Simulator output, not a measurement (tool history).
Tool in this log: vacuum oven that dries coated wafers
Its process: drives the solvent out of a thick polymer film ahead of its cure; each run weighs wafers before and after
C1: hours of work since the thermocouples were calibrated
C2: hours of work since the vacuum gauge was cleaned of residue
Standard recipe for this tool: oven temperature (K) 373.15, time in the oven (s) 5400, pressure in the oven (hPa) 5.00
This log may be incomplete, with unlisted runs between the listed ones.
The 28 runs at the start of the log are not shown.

Run 29, hour 705.6: usual settings but oven temperature (K) 369.15, time in the oven (s) 3480, pressure in the oven (hPa) 9.68; C1 874; C2 116. Result: solvent left in the film (%) 4.873.
Run 30, hour 727.2: usual settings but oven temperature (K) 369.15, time in the oven (s) 3480, pressure in the oven (hPa) 9.68; C1 885; C2 127. Result: solvent left in the film (%) 4.866.
Run 31, hour 747.0: usual settings but oven temperature (K) 369.15, time in the oven (s) 3480, pressure in the oven (hPa) 9.68; C1 895; C2 138. Result: solvent left in the film (%) 4.871.
Run 32, hour 773.1: usual settings but time in the oven (s) 3900, pressure in the oven (hPa) 8.03; C1 909; C2 151. Result: solvent left in the film (%) 3.146.
Run 33, hour 804.2: usual settings but time in the oven (s) 3900, pressure in the oven (hPa) 8.03; C1 925; C2 168. Result: solvent left in the film (%) 3.152.
Run 34, hour 836.7: usual settings but time in the oven (s) 3900, pressure in the oven (hPa) 8.03; C1 942; C2 185. Result: solvent left in the film (%) 3.118.
Run 35, hour 855.8: usual settings but time in the oven (s) 3900, pressure in the oven (hPa) 8.03; C1 952; C2 195. Result: solvent left in the film (%) 3.141.
Run 36, hour 881.0: usual settings but time in the oven (s) 3900, pressure in the oven (hPa) 8.03; C1 966; C2 208. Result: solvent left in the film (%) 3.135.
Run 37, hour 904.1: usual settings but time in the oven (s) 3900, pressure in the oven (hPa) 8.03; C1 978; C2 220. Result: solvent left in the film (%) 3.141.
Run 38, hour 924.1: usual settings but time in the oven (s) 3900, pressure in the oven (hPa) 8.03; C1 988; C2 230. Result: solvent left in the film (%) 3.144.
Run 39, hour 938.2: usual settings but time in the oven (s) 5280, pressure in the oven (hPa) 8.03; C1 996; C2 238. Result: solvent left in the film (%) 2.085.
Run 40, hour 959.9: usual settings but time in the oven (s) 3840, pressure in the oven (hPa) 8.03; C1 1007; C2 249. Result: solvent left in the film (%) 3.181.
Run 41, hour 986.2: usual settings but oven temperature (K) 363.15, time in the oven (s) 5220, pressure in the oven (hPa) 7.66; C1 1021; C2 263. Result: solvent left in the film (%) 4.857.
Run 42, hour 1010.6: usual settings but oven temperature (K) 363.15, time in the oven (s) 5220, pressure in the oven (hPa) 7.66; C1 1033; C2 276. Result: solvent left in the film (%) 4.853.
Run 43, hour 1034.4: usual settings but oven temperature (K) 363.15, time in the oven (s) 5220, pressure in the oven (hPa) 7.66; C1 1046; C2 288. Result: solvent left in the film (%) 4.838.
Run 44, hour 1056.7: usual settings but oven temperature (K) 363.15, time in the oven (s) 5220, pressure in the oven (hPa) 7.66; C1 1058; C2 300. Result: solvent left in the film (%) 4.856.
Run 45, hour 1075.3: usual settings but oven temperature (K) 367.15; C1 1067; C2 310. Result: solvent left in the film (%) 3.315.

Forecast run 46:
Run 46, hour 1093.0: usual settings but oven temperature (K) 363.15, time in the oven (s) 2940; C1 1077; C2 319. Result: solvent left in the film (%) ?.

Run 46 came out at solvent left in the film (%) 6.963.
The same run, on a tool lacking any hidden state, would have yielded solvent left in the film (%) 7.414.

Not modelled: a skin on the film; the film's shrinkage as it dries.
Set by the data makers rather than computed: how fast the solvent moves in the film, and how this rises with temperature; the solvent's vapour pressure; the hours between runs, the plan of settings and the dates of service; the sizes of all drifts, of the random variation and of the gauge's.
